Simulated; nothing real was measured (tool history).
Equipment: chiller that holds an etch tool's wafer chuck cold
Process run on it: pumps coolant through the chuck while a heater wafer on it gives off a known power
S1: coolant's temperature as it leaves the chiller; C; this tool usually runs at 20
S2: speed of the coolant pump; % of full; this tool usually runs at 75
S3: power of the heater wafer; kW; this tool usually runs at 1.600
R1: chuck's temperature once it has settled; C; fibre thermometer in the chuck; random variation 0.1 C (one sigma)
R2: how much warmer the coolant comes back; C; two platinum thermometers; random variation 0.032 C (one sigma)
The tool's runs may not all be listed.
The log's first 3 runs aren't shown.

Run 4, hour 240.0: usual settings but S3 1.519 kW. Result: R1 32.7 C, R2 4.16 C.
Run 5, hour 347.3: usual settings but S2 92 % of full. Result: R1 30.9 C, R2 3.51 C.
Run 6, hour 447.6: usual settings but S3 1.026 kW. Result: R1 28.6 C, R2 2.81 C.
Run 7, hour 532.2: usual settings but S1 12 C, S3 1.026 kW. Result: R1 20.5 C, R2 2.83 C.
Run 8, hour 599.6: usual settings but S1 12 C, S2 98 % of full, S3 1.026 kW. Result: R1 18.5 C, R2 2.13 C.
Run 9, hour 673.8: usual settings. Result: R1 33.7 C, R2 4.48 C.
Run 10, hour 729.3: usual settings. Result: R1 33.9 C, R2 4.45 C.
Run 11, hour 790.1: usual settings. Result: R1 33.8 C, R2 4.41 C.
Run 12, hour 878.2: usual settings. Result: R1 34.0 C, R2 4.44 C.
Run 13, hour 961.9: usual settings but S3 0.920 kW. Result: R1 28.0 C, R2 2.54 C.
Run 14, hour 1074.9: usual settings but S3 0.920 kW. Result: R1 28.0 C, R2 2.55 C.
Run 15, hour 1186.6: usual settings but S3 2.041 kW. Result: R1 38.2 C, R2 5.74 C.
Run 16, hour 1235.5: usual settings but S3 2.041 kW. Result: R1 38.3 C, R2 5.70 C.
Run 17, hour 1281.5: usual settings but S1 11 C, S2 77 % of full, S3 1.282 kW. Result: R1 22.1 C, R2 3.53 C.
Run 18, hour 1351.0: usual settings but S2 87 % of full, S3 0.943 kW. Result: R1 27.2 C, R2 2.28 C.
Run 19, hour 1434.0: usual settings but S2 69 % of full. Result: R1 35.7 C, R2 5.01 C.
Run 20, hour 1486.0: usual settings but S1 28 C, S2 69 % of full, S3 1.043 kW. Result: R1 38.1 C, R2 3.24 C.
Run 21, hour 1586.8: usual settings but S1 15 C, S2 69 % of full, S3 0.804 kW. Result: R1 22.8 C, R2 2.58 C.
Run 22, hour 1669.6: usual settings but S1 15 C, S2 69 % of full, S3 0.804 kW. Result: R1 22.7 C, R2 2.55 C.
Run 23, hour 1753.7: usual settings but S1 18 C, S2 69 % of full. Result: R1 34.2 C, R2 5.13 C.
Run 24, hour 1825.1: usual settings but S1 18 C, S2 69 % of full. Result: R1 34.3 C, R2 5.09 C.
Run 25, hour 1874.6: usual settings but S1 13 C. Result: R1 27.9 C, R2 4.57 C.
Run 26, hour 1935.4: usual settings but S1 13 C. Result: R1 28.1 C, R2 4.61 C.
Run 27, hour 2008.8: usual settings but S1 16 C, S2 76 % of full, S3 0.878 kW. Result: R1 24.0 C, R2 2.48 C.

Estimate the outcome of run 28 from the log above:
Run 28, hour 2086.5: usual settings but S1 16 C, S2 63 % of full, S3 0.878 kW. Result: R1 ?, R2 ?.

Run 28 measured R1 25.8 C, R2 3.11 C.
Minus the tool's unlogged condition, the same run would have read R1 22.9 C, R2 2.67 C.
